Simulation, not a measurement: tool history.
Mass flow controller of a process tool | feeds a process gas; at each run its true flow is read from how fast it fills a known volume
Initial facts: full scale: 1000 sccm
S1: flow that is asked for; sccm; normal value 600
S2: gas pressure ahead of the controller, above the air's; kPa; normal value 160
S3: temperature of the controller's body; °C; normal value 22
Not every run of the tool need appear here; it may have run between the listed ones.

{"run": 1, "day": 0.0, "S1": 600, "S2": 160, "S3": 22, "true flow (%)": 99.34}
{"run": 2, "day": 6.471, "S1": 600, "S2": 160, "S3": 22, "true flow (%)": 99.13}
{"run": 3, "day": 11.154, "S1": 600, "S2": 160, "S3": 22, "true flow (%)": 99.02}
{"run": 4, "day": 17.733, "S1": 600, "S2": 160, "S3": 22, "true flow (%)": 98.95}
{"run": 5, "day": 22.6, "S1": 600, "S2": 160, "S3": 22, "true flow (%)": 98.76}
{"run": 6, "day": 26.775, "S1": 600, "S2": 160, "S3": 22, "true flow (%)": 98.7}
{"run": 7, "day": 33.146, "S1": 600, "S2": 238, "S3": 22, "true flow (%)": 98.5}
{"run": 8, "day": 39.362, "S1": 600, "S2": 160, "S3": 22, "true flow (%)": 98.5}
{"run": 9, "day": 46.192, "S1": 600, "S2": 160, "S3": 22, "true flow (%)": 98.31}
{"run": 10, "day": 50.329, "S1": 600, "S2": 163, "S3": 22, "true flow (%)": 98.12}
{"run": 11, "day": 57.042, "S1": 600, "S2": 160, "S3": 22, "true flow (%)": 97.95}
{"run": 12, "day": 63.546, "S1": 600, "S2": 160, "S3": 22, "true flow (%)": 97.88}
{"run": 13, "day": 70.546, "S1": 600, "S2": 160, "S3": 22, "true flow (%)": 97.68}
{"run": 14, "day": 73.8, "S1": 600, "S2": 160, "S3": 22, "true flow (%)": 97.77}
{"run": 15, "day": 79.888, "S1": 212, "S2": 160, "S3": 22, "true flow (%)": 97.05}
{"run": 16, "day": 86.862, "S1": 212, "S2": 160, "S3": 22, "true flow (%)": 96.93}
{"run": 17, "day": 92.117, "S1": 600, "S2": 216, "S3": 22, "true flow (%)": 97.18}
{"run": 18, "day": 97.654, "S1": 600, "S2": 216, "S3": 22, "true flow (%)": 97.03}
{"run": 19, "day": 104.554, "S1": 600, "S2": 216, "S3": 22, "true flow (%)": 96.86}
{"run": 20, "day": 107.996, "S1": 600, "S2": 216, "S3": 22, "true flow (%)": 96.76}
{"run": 21, "day": 112.438, "S1": 600, "S2": 216, "S3": 22, "true flow (%)": 96.66}
{"day": 114.592, "done": "gauge calibrated"}
{"run": 22, "day": 118.362, "S1": 600, "S2": 216, "S3": 22, "true flow (%)": 99.08}
{"run": 23, "day": 123.933, "S1": 600, "S2": 216, "S3": 22, "true flow (%)": 99.1}
{"run": 24, "day": 129.938, "S1": 235, "S2": 197, "S3": 22, "true flow (%)": 98.6}
{"run": 25, "day": 133.171, "S1": 235, "S2": 197, "S3": 22, "true flow (%)": 98.64}
{"run": 26, "day": 136.367, "S1": 235, "S2": 260, "S3": 20, "true flow (%)": 98}
{"run": 27, "day": 142.829, "S1": 490, "S2": 192, "S3": 34, "true flow (%)": 99.63}
{"run": 28, "day": 146.838, "S1": 600, "S2": 236, "S3": 23, "true flow (%)": 98.67}
{"run": 29, "day": 153.762, "S1": 140, "S2": 244, "S3": 22, "true flow (%)": 97.85}
{"run": 30, "day": 158.004, "S1": 140, "S2": 244, "S3": 22, "true flow (%)": 97.65}
{"run": 31, "day": 160.917, "S1": 317, "S2": 240, "S3": 22, "true flow (%)": 97.88}
{"run": 32, "day": 167.079, "S1": 122, "S2": 240, "S3": 26, "true flow (%)": 97.92}
{"run": 33, "day": 170.538, "S1": 122, "S2": 225, "S3": 23, "true flow (%)": 97.6}
{"day": 171.671, "done": "controller's zero set anew"}
{"run": 34, "day": 177.021, "S1": 600, "S2": 160, "S3": 24, "true flow (%)": 98.15}
{"run": 35, "day": 181.5, "S1": 600, "S2": 160, "S3": 24, "true flow (%)": 98}

For some of the steps in true flow (%) from one run to the next: how much would appear even if the tool had no hidden state, given the settings, what came in and random variation, and how much remains for the hidden state plus any gauge scatter that the measured result and the result without hidden state don't share?
Hidden state at play: flow at rest that the sensor doesn't see, % of full scale; true flow over the shown one, %; drift of the gauge itself on true_pct, %.
Run 21 -> 22: gauge calibrated. true flow (%) +2.42: hidden state +2.51, all else -0.09.
Run 26 -> 27: S1 235 -> 490, S2 260 -> 192, S3 20 -> 34. true flow (%) +1.63: hidden state -0.15, all else +1.78.
Run 27 -> 28: S1 490 -> 600, S2 192 -> 236, S3 34 -> 23. true flow (%) -0.96: hidden state -0.08, all else -0.88.
Run 28 -> 29: S1 600 -> 140, S2 236 -> 244, S3 23 -> 22. true flow (%) -0.82: hidden state -0.18, all else -0.64.
Run 31 -> 32: S1 317 -> 122, S3 22 -> 26. true flow (%) +0.04: hidden state -0.17, all else +0.21.
